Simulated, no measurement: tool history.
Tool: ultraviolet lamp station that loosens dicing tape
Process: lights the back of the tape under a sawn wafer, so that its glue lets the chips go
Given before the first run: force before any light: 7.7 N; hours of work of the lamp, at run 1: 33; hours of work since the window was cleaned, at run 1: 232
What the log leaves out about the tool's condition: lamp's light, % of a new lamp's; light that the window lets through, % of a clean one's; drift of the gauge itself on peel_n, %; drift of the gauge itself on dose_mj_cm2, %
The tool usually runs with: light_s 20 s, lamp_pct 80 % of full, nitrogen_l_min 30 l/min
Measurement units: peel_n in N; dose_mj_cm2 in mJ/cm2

run   hour  light_s  lamp_pct  nitrogen_l_min  hours of work of the lamp  hours of work since the window was cleaned  peel_n  dose_mj_cm2
  1    0.0       20        80              30                         33                                         232   1.011          389
  2    7.9       20        66              30                         37                                         237   1.408          324
  3   18.9       20        66              30                         43                                         243   1.462          318
  4   26.2       20        80              30                         47                                         247   1.032          392
  5   37.4       20        97              30                         54                                         253   0.775          473
  6   50.2       20        80              50                         61                                         260   0.867          384
  7   60.0       20        80              39                         66                                         266   0.971          378
  8   70.3       20        80              13                         72                                         271   1.583          378
  9   78.0       20        80              13                         76                                         275   1.590          381
 10   90.0       20        80              13                         83                                         282   1.551          383
 11  102.7       20        76              30                         90                                         289   1.164          359
 12  116.4       20        76              25                         97                                         297   1.285          354
 13  123.8       19        80              30                        101                                         301   1.214          358
 14  137.4       19        80              30                        109                                         308   1.216          356
 15  145.4       20        80              30                        113                                         313   1.100          374
 16  155.8       20        80              30                        119                                         318   1.158          371
 17  164.1       20        80              51                        124                                         323   0.918          371
 18  177.6       20        80              51                        131                                         330   0.916          370
 19  187.7       20        80              30                        137                                         336   1.158          365
 20  198.0       22        90              45                        142                                         342   0.695          451

Run 21 has not been measured yet. What should we expect?
 21  211.8       33        69              18                        150                                         349       ?            ?

{"run 21": {"peel_n": 0.764, "dose_mj_cm2": 519}}
Minus the tool's unlogged condition, the same run would have read peel_n 0.541 N, dose_mj_cm2 621 mJ/cm2.
